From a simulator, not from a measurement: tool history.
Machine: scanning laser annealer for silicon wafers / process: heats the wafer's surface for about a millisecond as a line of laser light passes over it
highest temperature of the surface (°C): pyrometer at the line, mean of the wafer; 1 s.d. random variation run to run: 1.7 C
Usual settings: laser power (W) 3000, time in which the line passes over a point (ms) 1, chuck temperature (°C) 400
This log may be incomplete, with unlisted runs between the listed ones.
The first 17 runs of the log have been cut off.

run	day	laser power (W)	time in which the line passes over a point (ms)	chuck temperature (°C)	hours of work since the window was cleaned	hours of work since the power meter was calibrated	hours of work since the optics were aligned	highest temperature of the surface (°C)
18	4.542	3000	1	438	347	301	1139	1255
19	4.929	3000	1	438	353	307	1146	1252
20	5.233	3000	1	438	358	313	1151	1255
21	5.625	2777	0.96	420	365	319	1158	1165
22	5.933	3000	1.05	400	371	325	1163	1239
23	6.133	3000	1.05	400	374	328	1167	1237
24	6.517	3000	1.05	400	381	335	1173	1235
25	6.908	2816	1.11	415	387	342	1180	1230
26	7.083	2657	1.11	386	390	345	1183	1160
27	7.242	2657	0.73	369	393	347	1186	982
28	7.483	2668	1.22	425	397	352	1190	1245
29	7.829	2668	1.22	425	403	358	1196	1244
30	8.125	2668	1.22	425	408	363	1201	1242
31	8.508	2668	1.22	425	415	369	1208	1246
32	8.675	2600	1.05	434	418	372	1210	1172
33	8.883	2600	1.05	434	422	376	1214	1170
34	9.275	2741	0.89	431	428	383	1221	1139
35	9.538	2741	0.9	389	433	387	1225	1100
36	9.796	2741	0.9	389	437	392	1230	1101
37	10.167	2741	1.08	392	444	398	1236	1177

3 options for the next run, each taken on its own from the tool as it stands now. Forecast them:
A	10.362	3000	0.81	367	447	401	1240	?
B	10.362	2554	1.08	412	447	401	1240	?
C	10.362	2859	0.98	430	447	401	1240	?

run	highest temperature of the surface (°C)
A	1093
B	1147
C	1205
The same runs, with their run-to-run variation unchanged, on a tool lacking any hidden condition would have given:
run	highest temperature of the surface (°C)
A	1094
B	1148
C	1205
